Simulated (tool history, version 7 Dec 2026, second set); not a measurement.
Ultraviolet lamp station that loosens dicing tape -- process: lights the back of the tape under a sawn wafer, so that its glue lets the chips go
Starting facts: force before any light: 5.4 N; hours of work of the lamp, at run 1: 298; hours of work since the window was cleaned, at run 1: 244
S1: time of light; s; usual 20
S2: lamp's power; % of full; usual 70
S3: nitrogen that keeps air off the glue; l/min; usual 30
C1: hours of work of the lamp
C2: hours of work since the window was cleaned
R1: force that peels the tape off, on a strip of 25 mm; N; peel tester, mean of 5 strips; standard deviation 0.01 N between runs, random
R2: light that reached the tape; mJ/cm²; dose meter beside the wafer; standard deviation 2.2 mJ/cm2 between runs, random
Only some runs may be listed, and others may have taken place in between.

run,day,S1,S2,S3,C1,C2,R1,R2
1,0.000,20,70,30,298,244,0.624,152
2,0.554,20,65,30,308,255,0.691,142
3,1.233,20,81,30,321,267,0.506,176
4,1.750,20,81,30,330,277,0.499,178
5,2.304,20,70,30,340,287,0.685,150
6,2.983,20,70,30,353,300,0.682,150
7,3.462,20,70,30,362,309,0.694,146
8,3.867,12,70,30,370,317,1.458,88
9,4.454,20,77,30,381,327,0.583,165
10,5.154,20,77,30,394,340,0.586,163
11,5.567,21,71,11,401,348,1.083,152
12,5.954,21,71,11,409,355,1.072,155
13,6.388,23,67,16,417,364,0.854,156
14,7.017,23,67,16,428,375,0.838,159
15,7.438,23,67,16,436,383,0.884,156
16,8.058,26,70,30,448,395,0.490,182

5 options for the next run, each taken on its own from the tool as it stands now. Forecast them:
A,8.762,25,70,30,461,408,?,?
B,8.762,17,70,32,461,408,?,?
C,8.762,25,70,27,461,408,?,?
D,8.762,19,61,30,461,408,?,?
E,8.762,20,70,10,461,408,?,?

run,R1,R2
A,0.534,172
B,0.935,120
C,0.534,170
D,1.004,114
E,1.310,140
What these runs would have given with no unlogged condition in the tool:
run,R1,R2
A,0.338,233
B,0.574,161
C,0.334,231
D,0.622,154
E,0.846,188

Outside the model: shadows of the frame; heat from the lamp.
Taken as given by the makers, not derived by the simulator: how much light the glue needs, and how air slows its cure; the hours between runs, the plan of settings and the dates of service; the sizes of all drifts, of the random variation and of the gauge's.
